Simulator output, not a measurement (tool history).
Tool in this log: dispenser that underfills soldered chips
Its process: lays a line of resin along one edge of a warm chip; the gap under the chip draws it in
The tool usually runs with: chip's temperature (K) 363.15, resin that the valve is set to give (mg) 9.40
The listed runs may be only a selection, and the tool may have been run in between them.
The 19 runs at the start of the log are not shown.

run,hour,chip's temperature (K),resin that the valve is set to give (mg),hours of work since the syringe was changed,hours of work since the valve was cleaned,hours of work since the stage was calibrated,time until the resin shows at the far edge (s),resin that the valve gave (mg)
20,67.6,373.15,8.16,6,57,176,109.6,7.56
# hour 70.7: new syringe of resin
21,71.5,373.15,8.16,1,59,178,94.9,7.70
22,74.7,349.15,9.57,3,62,181,277.5,8.97
23,77.1,349.15,9.57,5,63,182,298.2,9.06
24,80.5,376.15,11.43,7,66,185,97.7,10.70
# hour 81.6: new syringe of resin
25,83.5,371.15,9.40,1,68,187,100.7,8.70
26,88.1,353.15,12.07,5,71,190,239.0,11.18
# hour 90.2: dispensing valve cleaned and set on the balance
27,92.6,353.15,12.07,7,2,193,249.6,11.83
# hour 93.6: new syringe of resin
28,97.6,366.15,12.10,3,5,196,127.0,12.01
29,99.9,360.15,8.10,5,7,198,182.6,8.03
# hour 104.6: new syringe of resin
30,104.7,360.15,8.10,0,10,201,159.8,7.92
31,107.5,362.15,9.00,2,12,203,152.1,8.92
32,111.8,362.15,9.16,5,15,206,165.4,8.89
33,115.0,362.15,9.16,8,18,209,178.6,8.90
# hour 115.7: new syringe of resin
34,119.2,362.15,9.16,3,21,212,151.0,8.93
35,121.8,362.15,9.05,5,23,214,159.3,8.83

Forecast each of these 3 alternatives for the next run:
A,125.2,364.15,9.40,7,25,216,?,?
B,125.2,363.15,11.09,7,25,216,?,?
C,125.2,357.15,9.77,7,25,216,?,?

run,time until the resin shows at the far edge (s),resin that the valve gave (mg)
A,157.4,9.10
B,163.2,10.80
C,212.7,9.48
With the hidden condition removed and each run's random variation left untouched, the same runs would have given:
run,time until the resin shows at the far edge (s),resin that the valve gave (mg)
A,124.9,9.34
B,129.9,11.09
C,168.8,9.74
